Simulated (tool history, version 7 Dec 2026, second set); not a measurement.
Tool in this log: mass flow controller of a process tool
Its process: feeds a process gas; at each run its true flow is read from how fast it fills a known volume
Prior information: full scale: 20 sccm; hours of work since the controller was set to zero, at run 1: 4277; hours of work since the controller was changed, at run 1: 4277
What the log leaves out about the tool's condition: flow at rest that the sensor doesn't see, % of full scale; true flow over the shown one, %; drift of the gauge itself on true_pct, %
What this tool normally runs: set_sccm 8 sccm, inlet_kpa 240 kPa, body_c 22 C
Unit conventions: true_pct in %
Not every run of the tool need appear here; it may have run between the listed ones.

run	day	set_sccm	inlet_kpa	body_c	hours of work since the controller was set to zero	hours of work since the controller was changed	true_pct
1	0.000	8	240	22	4277	4277	97.29
2	8.071	8	204	22	4431	4431	97.09
3	15.300	8	240	22	4568	4568	97.01
# day 24.729: controller's zero set anew
4	24.729	8	229	22	0	4746	100.87
5	37.633	8	229	22	245	4991	100.70
6	46.921	8	240	25	421	5168	100.99
7	54.133	8	240	25	558	5305	100.95
8	69.871	8	240	23	857	5604	100.54
9	79.917	8	240	23	1048	5794	100.69
10	87.146	8	240	22	1185	5932	100.39
11	95.229	8	240	22	1339	6085	100.40
12	113.088	8	240	22	1678	6424	100.08
13	128.733	8	240	22	1975	6721	100.07
14	146.721	8	240	22	2316	7063	100.03
15	163.988	6	267	22	2644	7391	99.19
16	176.067	8	146	36	2874	7620	100.47
17	190.108	8	258	26	3140	7887	100.01
18	198.854	13	201	37	3306	8053	101.56
19	210.821	5	168	35	3533	8280	98.45

Estimate the outcome of run 20 from the log above:
20	221.058	17	202	35	3728	8474	?

For run 20 the tool returned true_pct 102.27 %.
With the hidden condition absent and the run-to-run variation left alone, this run would have shown true_pct 100.66 %.
